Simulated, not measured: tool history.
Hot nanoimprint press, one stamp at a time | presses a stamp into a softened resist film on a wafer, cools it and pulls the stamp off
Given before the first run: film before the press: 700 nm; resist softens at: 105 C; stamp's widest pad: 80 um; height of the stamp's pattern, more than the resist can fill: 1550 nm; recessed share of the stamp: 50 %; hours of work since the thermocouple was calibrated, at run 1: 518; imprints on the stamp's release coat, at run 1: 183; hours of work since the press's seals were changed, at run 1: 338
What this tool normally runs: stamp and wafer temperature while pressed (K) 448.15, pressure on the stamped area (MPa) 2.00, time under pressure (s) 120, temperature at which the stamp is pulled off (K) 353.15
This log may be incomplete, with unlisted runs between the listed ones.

run,hour,stamp and wafer temperature while pressed (K),pressure on the stamped area (MPa),time under pressure (s),temperature at which the stamp is pulled off (K),hours of work since the thermocouple was calibrated,imprints on the stamp's release coat,hours of work since the press's seals were changed,resist left under the stamp's widest pad (Å),greatest force while the stamp is pulled off (N)
1,0.0,448.15,2.00,120,353.15,518,183,338,3770,170
2,70.2,448.15,2.00,120,353.15,547,333,367,3786,163
3,118.0,448.15,2.00,120,353.15,566,435,386,3807,169
# hour 155.8: plate thermocouple calibrated
4,159.2,448.15,2.00,120,353.15,1,516,402,3805,169
5,221.6,445.15,2.00,120,353.15,27,649,427,4169,169
6,291.9,445.15,2.00,120,353.15,55,799,455,4192,167
7,356.1,448.15,2.00,120,353.15,81,937,481,3799,171
# hour 398.9: stamp cleaned and given a new release coat
8,407.9,448.15,2.00,120,353.15,100,19,500,3826,172
9,484.4,448.15,2.00,120,353.15,131,182,531,3822,169
10,526.9,448.15,2.00,120,359.15,148,273,548,3833,154
11,584.8,448.15,2.00,120,353.15,171,397,571,3835,169
12,643.5,448.15,2.00,120,353.15,195,522,595,3845,168
13,682.3,448.15,1.51,120,353.15,211,605,611,4254,172
14,742.4,454.15,2.00,120,353.15,235,733,635,3166,170
15,792.1,448.15,2.00,195,353.15,255,839,655,3234,167
16,846.9,448.15,2.00,195,353.15,277,956,677,3229,169
# hour 877.1: stamp cleaned and given a new release coat
17,894.6,451.15,2.91,195,353.15,294,38,694,2447,170
18,955.3,449.15,2.00,120,356.15,319,167,719,3743,158

Run 19 comes next. What will it give?
19,1035.7,449.15,2.00,63,359.15,351,339,751,?,?

resist left under the stamp's widest pad (Å): 4606
greatest force while the stamp is pulled off (N): 156
Without the tool's hidden state the same run would have given resist left under the stamp's widest pad (Å) 4505, greatest force while the stamp is pulled off (N) 156.

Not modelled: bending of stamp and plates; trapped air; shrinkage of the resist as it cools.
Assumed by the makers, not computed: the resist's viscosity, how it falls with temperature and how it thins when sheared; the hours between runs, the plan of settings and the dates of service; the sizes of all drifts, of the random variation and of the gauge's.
